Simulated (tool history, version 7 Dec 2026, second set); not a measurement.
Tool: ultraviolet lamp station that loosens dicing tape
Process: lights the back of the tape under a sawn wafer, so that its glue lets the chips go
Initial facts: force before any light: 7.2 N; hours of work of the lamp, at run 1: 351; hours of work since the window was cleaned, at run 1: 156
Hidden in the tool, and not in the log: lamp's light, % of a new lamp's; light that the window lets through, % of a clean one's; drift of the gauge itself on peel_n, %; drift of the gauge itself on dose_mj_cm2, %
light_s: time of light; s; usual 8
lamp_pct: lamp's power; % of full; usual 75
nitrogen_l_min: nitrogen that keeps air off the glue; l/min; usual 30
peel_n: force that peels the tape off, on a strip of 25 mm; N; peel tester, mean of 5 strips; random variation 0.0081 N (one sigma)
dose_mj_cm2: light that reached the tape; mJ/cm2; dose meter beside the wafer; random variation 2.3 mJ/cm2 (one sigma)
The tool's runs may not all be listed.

run,hour,light_s,lamp_pct,nitrogen_l_min,hours of work of the lamp,hours of work since the window was cleaned,peel_n,dose_mj_cm2
1,0,8,75,30,351,156,0.375,211
2,14.2,8,75,25,359,164,0.384,209
3,43.2,8,75,25,375,181,0.411,212
4,62.5,8,75,25,386,192,0.405,208
5,74.9,8,75,25,393,199,0.387,207
6,101.5,8,75,25,408,214,0.402,203
7,123.8,8,75,30,421,226,0.371,204
8,140.4,6,75,30,430,236,0.631,154
9,170.2,6,75,30,447,252,0.631,149
10,192.6,11,81,58,459,265,0.256,296
11,209.3,8,72,30,469,275,0.426,191
12,233.5,8,75,21,483,288,0.475,203
13,257.1,6,67,15,496,302,1.074,132
14,279.5,6,67,15,508,314,1.08,132
15,295.9,6,67,15,518,323,1.09,129

5 ways to go on from here, each from the tool as it stands after run 15. What would each give?
A,312.7,10,75,30,527,333,?,?
B,312.7,6,73,31,527,333,?,?
C,312.7,4,87,55,527,333,?,?
D,312.7,11,75,23,527,333,?,?
E,312.7,8,62,10,527,333,?,?

run,peel_n,dose_mj_cm2
A,0.299,246
B,0.726,141
C,0.904,114
D,0.306,270
E,0.905,160
What these runs would have given with no unlogged condition in the tool:
run,peel_n,dose_mj_cm2
A,0.256,302
B,0.508,174
C,0.628,141
D,0.267,332
E,0.629,197
